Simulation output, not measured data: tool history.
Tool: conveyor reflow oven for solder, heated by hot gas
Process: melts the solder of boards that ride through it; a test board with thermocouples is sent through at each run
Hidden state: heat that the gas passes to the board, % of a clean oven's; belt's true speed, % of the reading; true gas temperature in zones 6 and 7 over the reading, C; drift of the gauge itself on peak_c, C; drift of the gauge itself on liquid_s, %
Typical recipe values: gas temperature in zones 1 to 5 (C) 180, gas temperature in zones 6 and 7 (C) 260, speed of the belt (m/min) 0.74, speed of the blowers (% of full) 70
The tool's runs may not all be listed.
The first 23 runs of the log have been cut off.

run	day	gas temperature in zones 1 to 5 (C)	gas temperature in zones 6 and 7 (C)	speed of the belt (m/min)	speed of the blowers (% of full)	hours of work since the flux was cleaned out	hours of work since the belt drive was overhauled	hours of work since the thermocouples were changed	highest temperature of the board (C)	time above the solder's melting point (s)
24	8.108	194	260	0.74	63	36	161	230	249.4	48.3
25	8.583	194	260	0.74	63	44	169	239	249.5	48.4
26	9.008	194	260	0.74	63	52	177	246	248.9	48.3
27	9.362	194	260	0.74	63	58	183	253	248.8	48.2
28	9.646	174	264	0.727	55	64	189	258	248.2	41.5
29	10.1	174	264	0.727	55	72	197	266	248.8	41.5
30	10.35	170	252	0.655	70	76	201	271	242.1	42.8
31	10.704	170	252	0.655	70	83	208	277	242.1	42.5

3 ways to go on from here, each from the tool as it stands after run 31. What would each give?
A	11.079	183	260	0.74	70	90	215	284	?	?
B	11.079	180	260	0.74	69	90	215	284	?	?
C	11.079	173	252	0.655	73	90	215	284	?	?

run	highest temperature of the board (C)	time above the solder's melting point (s)
A	247.7	44.2
B	248	42.4
C	242.8	44.4
With the hidden condition removed and each run's random variation left untouched, the same runs would have given:
run	highest temperature of the board (C)	time above the solder's melting point (s)
A	249.3	44.9
B	249.6	43.2
C	244.4	45.4

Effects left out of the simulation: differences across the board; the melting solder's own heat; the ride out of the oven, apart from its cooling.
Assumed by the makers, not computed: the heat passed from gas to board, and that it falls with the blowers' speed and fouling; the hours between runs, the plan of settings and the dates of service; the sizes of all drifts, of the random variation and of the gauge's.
